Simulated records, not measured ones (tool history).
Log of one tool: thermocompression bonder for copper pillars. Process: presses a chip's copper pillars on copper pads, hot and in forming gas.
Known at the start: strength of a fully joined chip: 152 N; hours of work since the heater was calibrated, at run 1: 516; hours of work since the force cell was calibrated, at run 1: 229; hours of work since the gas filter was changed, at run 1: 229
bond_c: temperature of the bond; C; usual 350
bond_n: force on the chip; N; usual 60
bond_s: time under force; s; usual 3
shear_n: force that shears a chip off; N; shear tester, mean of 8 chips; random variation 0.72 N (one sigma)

run,hour,bond_c,bond_n,bond_s,hours of work since the heater was calibrated,hours of work since the force cell was calibrated,hours of work since the gas filter was changed,shear_n
1,0.0,350,60,3,516,229,229,57.3
2,37.5,350,60,3,541,255,255,56.7
3,59.4,350,53,3,556,270,270,53.3
4,78.0,350,44,3,569,283,283,47.5
5,115.1,350,60,2,594,308,308,48.3
6,142.1,350,60,2,613,326,326,48.5
# hour 182.4: forming gas filter changed
7,183.3,350,60,2,641,354,1,54.4
8,205.4,350,60,2,656,369,16,52.3
9,244.7,348,46,2,683,396,43,42.5
10,278.1,378,43,3,706,419,65,70.5
11,296.7,333,66,5,718,432,78,63.7
12,340.1,354,60,3,748,462,108,63.0

How the hidden state differs across the entries between the runs, from the last listed run before each to the first after it:
Between runs 6 and 7: forming gas filter changed (hour 182.4)
  true temperature of the bond over the reading, C: 5.5 -> 5.8; force that reaches the chip, % of what is set: 102.2 -> 102.4; oxide that the forming gas leaves, % of the face: 8.66 -> 0.57
  measured less the result without the state, shear_n: -0.1 -> +4.5 N
